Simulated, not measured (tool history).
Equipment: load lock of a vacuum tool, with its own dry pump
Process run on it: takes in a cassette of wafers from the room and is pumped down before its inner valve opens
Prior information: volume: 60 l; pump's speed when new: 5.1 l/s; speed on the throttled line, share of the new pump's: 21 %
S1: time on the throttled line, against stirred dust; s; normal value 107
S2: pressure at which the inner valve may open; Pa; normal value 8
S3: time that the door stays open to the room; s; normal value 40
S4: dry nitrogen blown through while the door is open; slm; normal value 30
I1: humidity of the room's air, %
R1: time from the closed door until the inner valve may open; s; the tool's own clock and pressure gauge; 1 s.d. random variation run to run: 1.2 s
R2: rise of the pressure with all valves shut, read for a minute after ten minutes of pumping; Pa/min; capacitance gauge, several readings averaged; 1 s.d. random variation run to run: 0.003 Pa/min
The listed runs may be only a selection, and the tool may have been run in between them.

run 1 hour=0 | S1=107 S2=8 S3=40 S4=30 | I1=46.6 | R1=199.5 R2=0.021
run 2 hour=125.2 | S1=107 S2=8 S3=40 S4=30 | I1=49.5 | R1=198 R2=0.01
run 3 hour=282.1 | S1=107 S2=8 S3=40 S4=30 | I1=43.9 | R1=195.6 R2=0.021
run 4 hour=371.6 | S1=107 S2=8 S3=40 S4=30 | I1=44.8 | R1=198.5 R2=0.014
run 5 hour=505.6 | S1=107 S2=8 S3=40 S4=30 | I1=45.5 | R1=198.9 R2=0.014
run 6 hour=664.7 | S1=107 S2=8 S3=40 S4=30 | I1=45.6 | R1=199.9 R2=0.019
run 7 hour=789 | S1=107 S2=8 S3=40 S4=30 | I1=43.9 | R1=197 R2=0.008
run 8 hour=860.8 | S1=107 S2=8 S3=40 S4=30 | I1=46.9 | R1=198.7 R2=0.017
run 9 hour=977 | S1=107 S2=8 S3=40 S4=30 | I1=42.5 | R1=196.9 R2=0.02
run 10 hour=1064.6 | S1=107 S2=8 S3=40 S4=30 | I1=44.3 | R1=198.7 R2=0.014
run 11 hour=1209.8 | S1=107 S2=8 S3=40 S4=30 | I1=49.5 | R1=198 R2=0.02
run 12 hour=1346.8 | S1=107 S2=8 S3=40 S4=30 | I1=45.3 | R1=194.7 R2=0.018
run 13 hour=1467.2 | S1=107 S2=13 S3=40 S4=30 | I1=43.6 | R1=188.7 R2=0.015
run 14 hour=1586.1 | S1=107 S2=13 S3=40 S4=30 | I1=46.2 | R1=192 R2=0.013
run 15 hour=1689.2 | S1=107 S2=13 S3=28 S4=30 | I1=46.5 | R1=192 R2=0.013
run 16 hour=1759.4 | S1=107 S2=13 S3=28 S4=30 | I1=43.3 | R1=190.6 R2=0.014
run 17 hour=1841.3 | S1=107 S2=13 S3=213 S4=30 | I1=46.5 | R1=192.4 R2=0.039
run 18 hour=1977.8 | S1=107 S2=13 S3=213 S4=30 | I1=42 | R1=193.6 R2=0.037
run 19 hour=2056.1 | S1=107 S2=13 S3=213 S4=30 | I1=47.3 | R1=191.9 R2=0.04
run 20 hour=2175.7 | S1=65 S2=10 S3=213 S4=12 | I1=47.1 | R1=163.1 R2=0.064
run 21 hour=2267.9 | S1=102 S2=10 S3=87 S4=12 | I1=45.8 | R1=193.1 R2=0.04
run 22 hour=2412.3 | S1=104 S2=10 S3=87 S4=12 | I1=46 | R1=193.8 R2=0.037
run 23 hour=2510.3 | S1=104 S2=14 S3=129 S4=5 | I1=45.6 | R1=190.1 R2=0.066
run 24 hour=2596.3 | S1=104 S2=14 S3=129 S4=5 | I1=44.9 | R1=189.6 R2=0.067
run 25 hour=2688.6 | S1=104 S2=14 S3=129 S4=5 | I1=44.2 | R1=190.3 R2=0.06
run 26 hour=2834.6 | S1=107 S2=8 S3=72 S4=30 | I1=40.4 | R1=197.6 R2=0.021
run 27 hour=2923.3 | S1=107 S2=7 S3=72 S4=38 | I1=44.2 | R1=200.6 R2=0.015
-- hour=2963.6 door's seal changed, seat wiped
run 28 hour=3047.1 | S1=146 S2=12 S3=46 S4=30 | I1=43.1 | R1=224.3 R2=0.016
run 29 hour=3132.9 | S1=151 S2=12 S3=224 S4=30 | I1=43.9 | R1=228.5 R2=0.031
run 30 hour=3286.2 | S1=151 S2=12 S3=224 S4=30 | I1=45.6 | R1=228.4 R2=0.035
run 31 hour=3368.1 | S1=95 S2=9 S3=236 S4=19 | I1=43.8 | R1=187.9 R2=0.051
run 32 hour=3467.2 | S1=122 S2=9 S3=79 S4=6 | I1=43.5 | R1=208.9 R2=0.042
run 33 hour=3537.7 | S1=122 S2=9 S3=79 S4=6 | I1=47 | R1=211 R2=0.048
run 34 hour=3647.9 | S1=118 S2=10 S3=194 S4=18 | I1=46.7 | R1=206.1 R2=0.045
run 35 hour=3727.3 | S1=58 S2=8 S3=163 S4=30 | I1=43.3 | R1=160.6 R2=0.032
run 36 hour=3809 | S1=58 S2=8 S3=163 S4=30 | I1=47.3 | R1=159.5 R2=0.032
run 37 hour=3882.4 | S1=58 S2=8 S3=163 S4=30 | I1=43.1 | R1=158.9 R2=0.033
run 38 hour=4000.3 | S1=211 S2=13 S3=163 S4=30 | I1=44.4 | R1=273.8 R2=0.031

Below are 3 alternative next runs, each starting from the tool's condition after run 38. Predict each:
run A hour=4122.4 | S1=210 S2=13 S3=148 S4=10 | I1=43.3 | R1=? R2=?
run B hour=4122.4 | S1=107 S2=8 S3=116 S4=30 | I1=47.8 | R1=? R2=?
run C hour=4122.4 | S1=211 S2=13 S3=163 S4=30 | I1=45.8 | R1=? R2=?

run=A R1=275.6 R2=0.052
run=B R1=199 R2=0.027
run=C R1=271.8 R2=0.031
What these runs would have given with no unlogged condition in the tool:
run=A R1=275.6 R2=0.052
run=B R1=199 R2=0.027
run=C R1=271.8 R2=0.031

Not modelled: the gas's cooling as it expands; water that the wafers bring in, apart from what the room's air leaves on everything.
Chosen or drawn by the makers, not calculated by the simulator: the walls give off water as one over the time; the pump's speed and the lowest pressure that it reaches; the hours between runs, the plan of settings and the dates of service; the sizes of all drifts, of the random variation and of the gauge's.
